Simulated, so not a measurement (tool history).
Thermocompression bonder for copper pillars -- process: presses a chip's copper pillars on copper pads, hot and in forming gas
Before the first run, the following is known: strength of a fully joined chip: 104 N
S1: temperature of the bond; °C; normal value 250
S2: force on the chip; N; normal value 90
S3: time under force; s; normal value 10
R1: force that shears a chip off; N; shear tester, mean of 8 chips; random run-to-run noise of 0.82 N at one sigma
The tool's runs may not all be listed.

{"run": 1, "day": 0.0, "S1": 250, "S2": 90, "S3": 10, "R1": 60.9}
{"run": 2, "day": 0.275, "S1": 250, "S2": 90, "S3": 10, "R1": 62.5}
{"run": 3, "day": 0.717, "S1": 250, "S2": 90, "S3": 6, "R1": 52.2}
{"run": 4, "day": 1.358, "S1": 250, "S2": 90, "S3": 10, "R1": 60.9}
{"run": 5, "day": 1.908, "S1": 250, "S2": 90, "S3": 10, "R1": 61.8}
{"run": 6, "day": 2.517, "S1": 250, "S2": 90, "S3": 10, "R1": 61.7}
{"run": 7, "day": 2.817, "S1": 250, "S2": 95, "S3": 10, "R1": 62.7}
{"run": 8, "day": 3.271, "S1": 250, "S2": 95, "S3": 10, "R1": 63.2}
{"run": 9, "day": 3.929, "S1": 250, "S2": 95, "S3": 10, "R1": 62.3}
{"run": 10, "day": 4.412, "S1": 250, "S2": 115, "S3": 10, "R1": 70.6}
{"run": 11, "day": 4.721, "S1": 250, "S2": 61, "S3": 10, "R1": 44.2}
{"run": 12, "day": 5.062, "S1": 250, "S2": 61, "S3": 10, "R1": 45.1}
{"run": 13, "day": 5.462, "S1": 250, "S2": 61, "S3": 10, "R1": 43}
{"run": 14, "day": 5.767, "S1": 250, "S2": 100, "S3": 10, "R1": 64}
{"run": 15, "day": 6.138, "S1": 245, "S2": 100, "S3": 10, "R1": 60.5}
{"run": 16, "day": 6.683, "S1": 245, "S2": 100, "S3": 10, "R1": 61}
{"run": 17, "day": 7.233, "S1": 250, "S2": 90, "S3": 10, "R1": 58.7}
{"run": 18, "day": 7.796, "S1": 270, "S2": 90, "S3": 10, "R1": 69.7}
{"run": 19, "day": 8.362, "S1": 250, "S2": 90, "S3": 10, "R1": 59.4}
{"run": 20, "day": 8.629, "S1": 250, "S2": 90, "S3": 10, "R1": 58.5}
{"run": 21, "day": 9.221, "S1": 250, "S2": 90, "S3": 10, "R1": 57.7}
{"day": 9.479, "done": "forming gas filter changed"}
{"run": 22, "day": 9.721, "S1": 244, "S2": 97, "S3": 19, "R1": 78.7}
{"run": 23, "day": 10.2, "S1": 258, "S2": 130, "S3": 18, "R1": 93.9}
{"run": 24, "day": 10.808, "S1": 258, "S2": 130, "S3": 18, "R1": 92.9}
{"run": 25, "day": 11.212, "S1": 258, "S2": 130, "S3": 18, "R1": 92.4}
{"run": 26, "day": 11.754, "S1": 253, "S2": 73, "S3": 8, "R1": 53.2}
{"run": 27, "day": 12.133, "S1": 272, "S2": 73, "S3": 8, "R1": 65.1}
{"run": 28, "day": 12.408, "S1": 250, "S2": 90, "S3": 16, "R1": 73.5}
{"run": 29, "day": 12.996, "S1": 250, "S2": 90, "S3": 21, "R1": 78.7}
{"run": 30, "day": 13.658, "S1": 250, "S2": 90, "S3": 21, "R1": 76.5}
{"run": 31, "day": 14.146, "S1": 250, "S2": 118, "S3": 13, "R1": 80.7}
{"run": 32, "day": 14.662, "S1": 250, "S2": 61, "S3": 15, "R1": 54.6}
{"run": 33, "day": 15.088, "S1": 250, "S2": 61, "S3": 15, "R1": 52.4}
{"run": 34, "day": 15.358, "S1": 279, "S2": 65, "S3": 10, "R1": 66.5}
{"run": 35, "day": 15.662, "S1": 255, "S2": 75, "S3": 7, "R1": 50.4}
{"run": 36, "day": 16.0, "S1": 255, "S2": 75, "S3": 7, "R1": 51}
{"run": 37, "day": 16.362, "S1": 264, "S2": 64, "S3": 12, "R1": 58.6}
{"run": 38, "day": 16.746, "S1": 267, "S2": 63, "S3": 26, "R1": 75.7}
{"run": 39, "day": 17.158, "S1": 256, "S2": 68, "S3": 25, "R1": 70.4}

4 ways to go on from here, each from the tool as it stands after run 39. What would each give?
{"run": "A", "day": 17.738, "S1": 221, "S2": 90, "S3": 10, "R1": "?"}
{"run": "B", "day": 17.738, "S1": 250, "S2": 90, "S3": 27, "R1": "?"}
{"run": "C", "day": 17.738, "S1": 276, "S2": 109, "S3": 10, "R1": "?"}
{"run": "D", "day": 17.738, "S1": 231, "S2": 62, "S3": 29, "R1": "?"}

run=A R1=44.1
run=B R1=80.4
run=C R1=85
run=D R1=51.8
Stripped of hidden state, with their random variation kept, the same runs would have yielded:
run=A R1=46.4
run=B R1=84.5
run=C R1=89.3
run=D R1=54.5

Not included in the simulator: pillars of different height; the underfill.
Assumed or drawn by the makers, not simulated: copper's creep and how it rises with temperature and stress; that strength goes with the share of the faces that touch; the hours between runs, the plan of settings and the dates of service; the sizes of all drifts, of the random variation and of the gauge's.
